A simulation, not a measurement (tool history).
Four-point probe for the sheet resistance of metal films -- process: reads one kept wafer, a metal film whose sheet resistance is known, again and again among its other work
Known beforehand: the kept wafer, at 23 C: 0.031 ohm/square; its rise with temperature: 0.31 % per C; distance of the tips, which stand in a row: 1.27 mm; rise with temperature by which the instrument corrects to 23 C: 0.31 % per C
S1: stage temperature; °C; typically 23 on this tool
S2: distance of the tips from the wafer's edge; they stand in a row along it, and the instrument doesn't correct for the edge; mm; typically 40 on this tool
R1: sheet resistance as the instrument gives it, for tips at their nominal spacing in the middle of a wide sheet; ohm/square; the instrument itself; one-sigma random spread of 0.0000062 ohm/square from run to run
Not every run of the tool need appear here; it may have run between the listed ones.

run,hour,S1,S2,R1
1,0.0,23,40,0.031269
2,70.2,23,71,0.031247
3,106.8,33,40,0.031270
4,176.0,30,40,0.031267
5,252.1,30,40,0.031284
6,320.8,30,40,0.031282
7,368.7,23,40,0.031299
8,411.6,23,40,0.031297
9,474.8,23,40,0.031293
10,528.1,23,40,0.031299
11,562.4,34,40,0.031308
12,597.9,34,40,0.031304
13,646.7,23,5,0.032344
14,693.0,23,40,0.031316
15,758.7,23,40,0.031300
16,826.1,24,6,0.032038
17,883.0,24,6,0.032027
18,919.2,27,35,0.031324

For run 19, what comes out?
19,972.5,19,65,?

For run 19 the tool returned R1 0.031312 ohm/square.
If the tool had no hidden condition, the same run with the same run-to-run variation would have returned R1 0.031003 ohm/square.
